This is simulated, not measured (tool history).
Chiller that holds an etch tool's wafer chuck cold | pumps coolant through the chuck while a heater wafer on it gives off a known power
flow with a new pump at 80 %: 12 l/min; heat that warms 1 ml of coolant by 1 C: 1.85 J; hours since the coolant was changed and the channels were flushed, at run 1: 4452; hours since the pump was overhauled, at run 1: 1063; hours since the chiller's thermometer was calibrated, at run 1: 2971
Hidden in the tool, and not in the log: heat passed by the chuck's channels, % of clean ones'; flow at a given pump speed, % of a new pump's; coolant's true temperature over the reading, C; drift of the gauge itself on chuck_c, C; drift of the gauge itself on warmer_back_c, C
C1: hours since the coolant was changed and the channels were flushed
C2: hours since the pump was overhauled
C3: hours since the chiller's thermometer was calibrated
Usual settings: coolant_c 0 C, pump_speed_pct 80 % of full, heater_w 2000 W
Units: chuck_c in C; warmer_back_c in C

run 1 hour=0.0 | coolant_c=0 pump_speed_pct=80 heater_w=2000 | C1=4452 C2=1063 C3=2971 | chuck_c=23.5 warmer_back_c=5.43
run 2 hour=32.8 | coolant_c=0 pump_speed_pct=80 heater_w=2000 | C1=4485 C2=1096 C3=3003 | chuck_c=23.3 warmer_back_c=5.44
run 3 hour=70.9 | coolant_c=0 pump_speed_pct=80 heater_w=1402 | C1=4523 C2=1134 C3=3041 | chuck_c=16.2 warmer_back_c=3.74
run 4 hour=114.8 | coolant_c=-6 pump_speed_pct=80 heater_w=2000 | C1=4567 C2=1178 C3=3085 | chuck_c=17.4 warmer_back_c=5.44
run 5 hour=155.2 | coolant_c=-6 pump_speed_pct=80 heater_w=2000 | C1=4608 C2=1218 C3=3126 | chuck_c=17.5 warmer_back_c=5.42
run 6 hour=203.3 | coolant_c=-6 pump_speed_pct=80 heater_w=2000 | C1=4656 C2=1266 C3=3174 | chuck_c=17.5 warmer_back_c=5.37
run 7 hour=230.7 | coolant_c=-6 pump_speed_pct=80 heater_w=2000 | C1=4683 C2=1294 C3=3201 | chuck_c=17.5 warmer_back_c=5.46
run 8 hour=271.9 | coolant_c=10 pump_speed_pct=80 heater_w=2000 | C1=4724 C2=1335 C3=3242 | chuck_c=33.5 warmer_back_c=5.44
run 9 hour=294.1 | coolant_c=0 pump_speed_pct=80 heater_w=2000 | C1=4747 C2=1357 C3=3265 | chuck_c=23.6 warmer_back_c=5.40
run 10 hour=323.7 | coolant_c=6 pump_speed_pct=80 heater_w=2000 | C1=4776 C2=1387 C3=3294 | chuck_c=29.8 warmer_back_c=5.43
run 11 hour=350.8 | coolant_c=6 pump_speed_pct=80 heater_w=2000 | C1=4803 C2=1414 C3=3321 | chuck_c=29.6 warmer_back_c=5.46
run 12 hour=382.3 | coolant_c=6 pump_speed_pct=80 heater_w=2000 | C1=4835 C2=1445 C3=3353 | chuck_c=29.7 warmer_back_c=5.45
run 13 hour=412.5 | coolant_c=6 pump_speed_pct=80 heater_w=2000 | C1=4865 C2=1475 C3=3383 | chuck_c=29.7 warmer_back_c=5.41
run 14 hour=442.1 | coolant_c=0 pump_speed_pct=86 heater_w=2000 | C1=4895 C2=1505 C3=3413 | chuck_c=22.2 warmer_back_c=5.06
run 15 hour=483.4 | coolant_c=0 pump_speed_pct=80 heater_w=2000 | C1=4936 C2=1546 C3=3454 | chuck_c=23.5 warmer_back_c=5.40
run 16 hour=511.6 | coolant_c=0 pump_speed_pct=69 heater_w=2000 | C1=4964 C2=1574 C3=3482 | chuck_c=26.6 warmer_back_c=6.42
-- hour=518.6 coolant pump overhauled
run 17 hour=537.9 | coolant_c=0 pump_speed_pct=69 heater_w=1725 | C1=4985 C2=19 C3=3503 | chuck_c=22.9 warmer_back_c=5.54
run 18 hour=568.0 | coolant_c=5 pump_speed_pct=81 heater_w=1725 | C1=5015 C2=49 C3=3534 | chuck_c=25.1 warmer_back_c=4.64
run 19 hour=597.2 | coolant_c=0 pump_speed_pct=95 heater_w=2000 | C1=5045 C2=79 C3=3563 | chuck_c=20.5 warmer_back_c=4.52
run 20 hour=642.8 | coolant_c=8 pump_speed_pct=99 heater_w=2000 | C1=5090 C2=124 C3=3608 | chuck_c=27.8 warmer_back_c=4.40
run 21 hour=663.8 | coolant_c=8 pump_speed_pct=99 heater_w=2000 | C1=5111 C2=145 C3=3629 | chuck_c=28.0 warmer_back_c=4.34
run 22 hour=709.7 | coolant_c=-5 pump_speed_pct=99 heater_w=1685 | C1=5157 C2=191 C3=3675 | chuck_c=11.7 warmer_back_c=3.64
run 23 hour=737.0 | coolant_c=5 pump_speed_pct=78 heater_w=2209 | C1=5184 C2=218 C3=3703 | chuck_c=31.9 warmer_back_c=6.30
run 24 hour=759.0 | coolant_c=5 pump_speed_pct=78 heater_w=2209 | C1=5206 C2=240 C3=3725 | chuck_c=31.8 warmer_back_c=6.27
-- hour=769.8 coolant pump overhauled, once more
run 25 hour=794.1 | coolant_c=8 pump_speed_pct=80 heater_w=2000 | C1=5236 C2=24 C3=3755 | chuck_c=31.5 warmer_back_c=5.42
run 26 hour=818.1 | coolant_c=8 pump_speed_pct=80 heater_w=2000 | C1=5260 C2=48 C3=3779 | chuck_c=31.4 warmer_back_c=5.35
run 27 hour=858.2 | coolant_c=-8 pump_speed_pct=75 heater_w=2116 | C1=5301 C2=88 C3=3819 | chuck_c=18.3 warmer_back_c=6.14
run 28 hour=898.2 | coolant_c=-8 pump_speed_pct=61 heater_w=2116 | C1=5341 C2=128 C3=3859 | chuck_c=23.1 warmer_back_c=7.70
run 29 hour=926.3 | coolant_c=-8 pump_speed_pct=61 heater_w=1101 | C1=5369 C2=157 C3=3887 | chuck_c=7.9 warmer_back_c=3.93
run 30 hour=959.9 | coolant_c=-8 pump_speed_pct=61 heater_w=1101 | C1=5402 C2=190 C3=3920 | chuck_c=7.8 warmer_back_c=3.97
run 31 hour=1003.7 | coolant_c=-8 pump_speed_pct=87 heater_w=1166 | C1=5446 C2=234 C3=3964 | chuck_c=4.5 warmer_back_c=2.83

Some steps in chuck_c between neighbouring runs. How much of each would the tool show without its hidden state too (settings, what came in, random variation), and how much is left for the hidden state, with any gauge scatter that isn't in both results?
Run 7 -> 8: coolant_c -6 -> 10. chuck_c +16.0 C: hidden state +0.0, all else +16.0.
Run 21 -> 22: coolant_c 8 -> -5, heater_w 2000 -> 1685. chuck_c -16.3 C: hidden state -0.2, all else -16.1.
Run 22 -> 23: coolant_c -5 -> 5, pump_speed_pct 99 -> 78, heater_w 1685 -> 2209. chuck_c +20.2 C: hidden state +0.8, all else +19.4.
Run 24 -> 25: coolant_c 5 -> 8, pump_speed_pct 78 -> 80, heater_w 2209 -> 2000, coolant pump overhauled, once more. chuck_c -0.3 C: hidden state -0.6, all else +0.3.
Run 28 -> 29: heater_w 2116 -> 1101. chuck_c -15.2 C: hidden state -0.9, all else -14.3.
